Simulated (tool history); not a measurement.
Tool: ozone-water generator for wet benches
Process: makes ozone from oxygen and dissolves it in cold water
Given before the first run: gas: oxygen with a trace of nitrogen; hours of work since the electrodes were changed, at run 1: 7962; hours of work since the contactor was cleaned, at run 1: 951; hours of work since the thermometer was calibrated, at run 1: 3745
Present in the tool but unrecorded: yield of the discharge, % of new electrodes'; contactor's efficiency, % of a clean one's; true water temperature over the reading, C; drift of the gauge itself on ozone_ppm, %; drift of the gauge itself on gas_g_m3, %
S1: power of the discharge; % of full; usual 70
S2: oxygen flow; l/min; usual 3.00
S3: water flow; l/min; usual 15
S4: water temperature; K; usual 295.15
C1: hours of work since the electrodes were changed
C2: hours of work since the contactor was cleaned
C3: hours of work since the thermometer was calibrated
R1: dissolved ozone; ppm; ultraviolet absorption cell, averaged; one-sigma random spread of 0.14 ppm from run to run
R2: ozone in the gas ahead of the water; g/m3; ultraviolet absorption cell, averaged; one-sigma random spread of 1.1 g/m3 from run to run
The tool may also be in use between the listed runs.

run     day  S1    S2  S3      S4    C1    C2    C3    R1     R2
  1   0.000  70  3.00  15  295.15  7962   951  3745  16.6  199.5
  2   6.729  70  3.00  15  295.15  8120  1109  3903  16.7  198.8
  3  10.546  70  3.00  15  295.15  8209  1199  3993  16.8  196.9
  4  14.808  70  2.15  15  295.15  8310  1299  4093  15.0  222.2
     15.546  -- water thermometer calibrated
     17.529  -- electrodes of the discharge changed
  5  21.121  70  2.15  15  295.15    84  1441   125  15.2  222.3
  6  26.546  70  2.15  15  295.15   212  1569   253  15.0  223.4
  7  32.554  60  4.21  15  295.15   353  1710   394  16.6  162.9
  8  39.892  86  3.66  16  294.15   526  1882   566  18.6  206.2
  9  46.300  89  3.92  15  288.15   676  2033   717  22.4  207.7
 10  52.625  45  2.83  15  288.15   825  2182   866  14.0  161.8
 11  57.592  70  2.26   9  296.15   942  2298   982  23.3  217.4
 12  64.375  70  1.65  16  293.15  1101  2458  1142  13.0  244.0

What differs in the tool's unlogged condition from the final listed run ahead of each entry between runs to the first listed run following it?
Logged between run 4 and run 5: water thermometer calibrated (day 15.546); electrodes of the discharge changed (day 17.529)
  yield of the discharge, % of new electrodes': 99.7 -> 100
